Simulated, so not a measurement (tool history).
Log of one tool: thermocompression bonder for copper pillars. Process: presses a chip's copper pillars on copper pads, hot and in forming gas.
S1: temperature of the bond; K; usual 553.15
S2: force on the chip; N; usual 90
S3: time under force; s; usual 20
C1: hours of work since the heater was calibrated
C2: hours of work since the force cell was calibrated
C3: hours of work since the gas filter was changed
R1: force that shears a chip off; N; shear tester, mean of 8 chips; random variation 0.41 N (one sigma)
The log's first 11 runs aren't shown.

Run 12, hour 359.5: usual settings but S2 120 N; C1 840; C2 497; C3 262. Result: R1 79.5 N.
Run 13, hour 397.6: usual settings but S2 120 N; C1 855; C2 513; C3 277. Result: R1 80.0 N.
Run 14, hour 428.7: usual settings but S3 11 s; C1 868; C2 525; C3 290. Result: R1 52.1 N.
Run 15, hour 475.0: usual settings; C1 886; C2 544; C3 309. Result: R1 65.1 N.
At hour 495.8: heater calibrated with a thermocouple chip.
Run 16, hour 506.0: usual settings but S3 60 s; C1 4; C2 556; C3 320. Result: R1 87.2 N.
Run 17, hour 545.5: usual settings but S2 72 N, S3 60 s; C1 20; C2 572; C3 336. Result: R1 75.4 N.
Run 18, hour 572.0: usual settings but S2 72 N, S3 60 s; C1 31; C2 583; C3 347. Result: R1 75.4 N.
Run 19, hour 594.1: usual settings but S2 72 N, S3 60 s; C1 40; C2 591; C3 356. Result: R1 75.4 N.
Run 20, hour 619.3: usual settings but S1 550.15 K, S2 130 N, S3 11 s; C1 50; C2 602; C3 366. Result: R1 70.5 N.
Run 21, hour 650.1: usual settings but S1 576.15 K, S2 57 N, S3 28 s; C1 63; C2 614; C3 379. Result: R1 58.9 N.
At hour 658.8: forming gas filter changed.
Run 22, hour 680.1: usual settings but S1 528.15 K, S3 15 s; C1 75; C2 626; C3 9. Result: R1 46.2 N.
Run 23, hour 722.5: usual settings but S1 557.15 K, S2 58 N, S3 41 s; C1 92; C2 643; C3 26. Result: R1 58.9 N.
Run 24, hour 767.7: usual settings but S1 568.15 K, S2 58 N, S3 59 s; C1 110; C2 662; C3 44. Result: R1 71.2 N.
Run 25, hour 788.5: usual settings but S1 575.15 K, S2 104 N; C1 119; C2 670; C3 53. Result: R1 83.5 N.
Run 26, hour 819.3: usual settings but S1 575.15 K, S2 104 N; C1 131; C2 683; C3 65. Result: R1 83.3 N.

Run 27 comes next. What will it give?
Run 27, hour 863.7: usual settings but S1 575.15 K, S2 104 N, S3 25 s; C1 149; C2 701; C3 83. Result: R1 ?.

Run 27 gave R1 87.1 N.
Without the tool's hidden state the same run would have given R1 87.0 N.

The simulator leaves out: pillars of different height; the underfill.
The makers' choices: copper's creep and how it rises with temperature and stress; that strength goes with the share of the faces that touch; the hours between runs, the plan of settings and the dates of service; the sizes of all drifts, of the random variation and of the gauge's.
